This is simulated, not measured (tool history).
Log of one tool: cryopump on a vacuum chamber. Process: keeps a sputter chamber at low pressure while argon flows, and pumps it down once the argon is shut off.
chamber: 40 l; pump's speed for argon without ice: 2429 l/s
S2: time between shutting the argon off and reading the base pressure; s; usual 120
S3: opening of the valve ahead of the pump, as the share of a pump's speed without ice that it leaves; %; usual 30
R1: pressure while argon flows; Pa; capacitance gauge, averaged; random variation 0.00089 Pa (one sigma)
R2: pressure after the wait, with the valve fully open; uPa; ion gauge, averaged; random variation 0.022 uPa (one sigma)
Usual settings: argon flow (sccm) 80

Run 1, hour 0: usual settings. Result: R1 0.1889 Pa, R2 1.92 uPa.
Run 2, hour 21.9: usual settings but S2 199 s. Result: R1 0.1874 Pa, R2 1.73 uPa.
Run 3, hour 65.3: usual settings but S2 30 s. Result: R1 0.1888 Pa, R2 3.36 uPa.
Run 4, hour 89.3: usual settings but S2 173 s. Result: R1 0.1885 Pa, R2 1.7 uPa.
Run 5, hour 127: usual settings. Result: R1 0.1889 Pa, R2 2 uPa.
Run 6, hour 168: usual settings. Result: R1 0.191 Pa, R2 1.96 uPa.
Run 7, hour 199.5: usual settings. Result: R1 0.1911 Pa, R2 2.07 uPa.
Run 8, hour 222: usual settings. Result: R1 0.1913 Pa, R2 2.08 uPa.
Run 9, hour 244.4: usual settings but S3 35 %. Result: R1 0.1655 Pa, R2 2.06 uPa.
Run 10, hour 287.5: usual settings but S3 35 %. Result: R1 0.1647 Pa, R2 2.07 uPa.
Run 11, hour 317.4: usual settings but S3 35 %. Result: R1 0.1645 Pa, R2 2.11 uPa.
At hour 344.6: leaking fittings of the chamber tightened, without venting.
Run 12, hour 356.4: usual settings but S3 35 %. Result: R1 0.1639 Pa, R2 0.63 uPa.
Run 13, hour 402.1: usual settings but S3 35 %. Result: R1 0.1649 Pa, R2 0.68 uPa.
Run 14, hour 440.7: usual settings but argon flow (sccm) 79, S3 35 %. Result: R1 0.1643 Pa, R2 0.66 uPa.
Run 15, hour 459.9: usual settings but argon flow (sccm) 67, S3 35 %. Result: R1 0.1392 Pa, R2 0.65 uPa.
Run 16, hour 482.6: usual settings but argon flow (sccm) 67, S3 35 %. Result: R1 0.1393 Pa, R2 0.7 uPa.
Run 17, hour 525: usual settings but argon flow (sccm) 67, S3 35 %. Result: R1 0.139 Pa, R2 0.68 uPa.
Run 18, hour 561: usual settings but argon flow (sccm) 67, S3 59 %. Result: R1 0.0864 Pa, R2 0.71 uPa.
Run 19, hour 596.4: usual settings but argon flow (sccm) 52, S2 49 s, S3 16 %. Result: R1 0.231 Pa, R2 1.4 uPa.
Run 20, hour 621.3: usual settings but argon flow (sccm) 52, S2 49 s, S3 16 %. Result: R1 0.2304 Pa, R2 1.43 uPa.
Run 21, hour 664.4: usual settings but argon flow (sccm) 40, S2 80 s, S3 58 %. Result: R1 0.0525 Pa, R2 0.95 uPa.
Run 22, hour 702: usual settings but argon flow (sccm) 38, S2 130 s, S3 36 %. Result: R1 0.0781 Pa, R2 0.72 uPa.
Run 23, hour 743.1: usual settings but argon flow (sccm) 38, S2 130 s, S3 36 %. Result: R1 0.0793 Pa, R2 0.78 uPa.
At hour 756.5: pump warmed up, emptied and cooled again.
Run 24, hour 792: usual settings but argon flow (sccm) 138, S2 130 s, S3 34 %. Result: R1 0.2849 Pa, R2 0.69 uPa.
Run 25, hour 819.9: usual settings but argon flow (sccm) 138, S2 130 s, S3 34 %. Result: R1 0.284 Pa, R2 0.71 uPa.
Run 26, hour 853: usual settings but argon flow (sccm) 154, S2 31 s, S3 34 %. Result: R1 0.3161 Pa, R2 2.16 uPa.
Run 27, hour 883.9: usual settings but argon flow (sccm) 151, S2 22 s, S3 27 %. Result: R1 0.3916 Pa, R2 2.82 uPa.
Run 28, hour 918.3: usual settings but S2 156 s, S3 33 %. Result: R1 0.1707 Pa, R2 0.67 uPa.
Run 29, hour 938.2: usual settings but argon flow (sccm) 55, S2 56 s, S3 45 %. Result: R1 0.0877 Pa, R2 1.35 uPa.
Run 30, hour 957: usual settings but argon flow (sccm) 54, S3 28 %. Result: R1 0.1356 Pa, R2 0.83 uPa.
Run 31, hour 987.8: usual settings but argon flow (sccm) 101, S2 294 s, S3 17 %. Result: R1 0.4182 Pa, R2 0.52 uPa.
Run 32, hour 1026.2: usual settings but argon flow (sccm) 114, S2 25 s, S3 24 %. Result: R1 0.3365 Pa, R2 2.7 uPa.
Run 33, hour 1053.9: usual settings but argon flow (sccm) 114, S2 25 s, S3 24 %. Result: R1 0.3367 Pa, R2 2.62 uPa.
Run 34, hour 1096.3: usual settings but argon flow (sccm) 114, S2 25 s, S3 24 %. Result: R1 0.3355 Pa, R2 2.73 uPa.
Run 35, hour 1141: usual settings but argon flow (sccm) 66, S3 60 %. Result: R1 0.0795 Pa, R2 0.89 uPa.

3 ways to go on from here, each from the tool as it stands after run 35. What would each give?
Run A, hour 1168.7: usual settings but argon flow (sccm) 66, S3 21 %. Result: R1 ?, R2 ?.
Run B, hour 1168.7: usual settings but argon flow (sccm) 66, S3 29 %. Result: R1 ?, R2 ?.
Run C, hour 1168.7: usual settings but argon flow (sccm) 66, S2 144 s, S3 35 %. Result: R1 ?, R2 ?.

run      R1    R2
  A  0.2233   0.9
  B  0.1634  0.86
  C  0.1347  0.81
Without the tool's hidden state the same runs would have given:
run      R1    R2
  A  0.2192   0.6
  B  0.1593  0.56
  C  0.1307  0.51
